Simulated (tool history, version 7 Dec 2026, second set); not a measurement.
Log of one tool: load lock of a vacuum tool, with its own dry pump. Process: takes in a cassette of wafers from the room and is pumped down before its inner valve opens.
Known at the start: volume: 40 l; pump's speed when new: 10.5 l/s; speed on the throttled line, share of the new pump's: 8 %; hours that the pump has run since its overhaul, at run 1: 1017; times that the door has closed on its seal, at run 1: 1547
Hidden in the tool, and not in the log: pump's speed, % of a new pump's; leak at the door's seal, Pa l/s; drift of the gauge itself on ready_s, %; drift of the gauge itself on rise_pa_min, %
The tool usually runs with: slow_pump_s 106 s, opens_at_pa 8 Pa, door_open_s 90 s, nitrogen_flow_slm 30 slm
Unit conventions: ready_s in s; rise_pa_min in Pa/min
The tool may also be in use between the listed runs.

run    hour  slow_pump_s  opens_at_pa  door_open_s  nitrogen_flow_slm  hours that the pump has run since its overhaul  times that the door has closed on its seal  incoming humidity of the room's air, %  ready_s  rise_pa_min
  1       0          106            8           90                 30                                            1017                                        1547                                    46.4    133.7        0.036
  2    45.1          106            8           90                 30                                            1062                                        1744                                    41.4    133.6        0.035
  3    93.2          106            8           90                 30                                            1110                                        1953                                    43.3    134.1        0.033
  4   131.2          106            8           90                 30                                            1148                                        2119                                    47.2    133.5        0.042
  5   208.6          106            8           90                 30                                            1225                                        2456                                    45.4    133.8         0.04
  6   291.5          106            8           90                 24                                            1308                                        2818                                    46.6    134.1        0.045
  7   343.4          106            8           42                 24                                            1360                                        3044                                    44.2    133.7        0.027
  8   403.4          106            8           42                 24                                            1420                                        3306                                    42.6    134.1         0.03
  9   458.3          106            8           90                 30                                            1475                                        3545                                    44.2    133.8        0.038
 10   521.5          106            8           90                 14                                            1538                                        3821                                    45.2      134        0.048
 11   607.5          106            8          105                 14                                            1624                                        4195                                    46.5    134.1         0.06
 12   692.1          170            8          105                 14                                            1709                                        4564                                    44.1    192.5        0.057
 13   738.2          117            7           46                 30                                            1755                                        4765                                    49.4    144.8        0.033
 14   777.3          117            7           46                 30                                            1794                                        4936                                    48.4    144.4        0.037
 15     865          158            7           46                  7                                            1882                                        5318                                    44.5    182.3        0.043
 16   936.8          106            8           70                 37                                            1954                                        5631                                    45.9      134        0.043
 17    1019          150            9           63                  8                                            2036                                        5989                                    44.9      174        0.051
 18  1084.6          150            9           63                  8                                            2101                                        6275                                    46.4    173.9        0.056
 19  1134.9          150            9           63                  8                                            2152                                        6495                                    47.6    173.8        0.055
 20  1226.8          150            9           63                  8                                            2244                                        6895                                    41.9    173.7        0.052
 21  1289.4          150            9           63                  8                                            2306                                        7168                                      45    173.8        0.055
 22  1381.7           84            8           26                 18                                            2399                                        7571                                    43.7      114        0.036

Below, some changes in ready_s between adjacent runs. For each, the amount present without the hidden state too (settings, incoming material, random variation) and the amount remaining for the hidden state with gauge scatter not shared by both compared results:
Run 5 -> 6: nitrogen_flow_slm 30 -> 24. ready_s +0.3 s: hidden state +0.1, all else +0.2.
Run 11 -> 12: slow_pump_s 106 -> 170. ready_s +58.4 s: hidden state -0.1, all else +58.5.
Run 21 -> 22: slow_pump_s 150 -> 84, opens_at_pa 9 -> 8, door_open_s 63 -> 26, nitrogen_flow_slm 8 -> 18. ready_s -59.8 s: hidden state +0.1, all else -59.9.
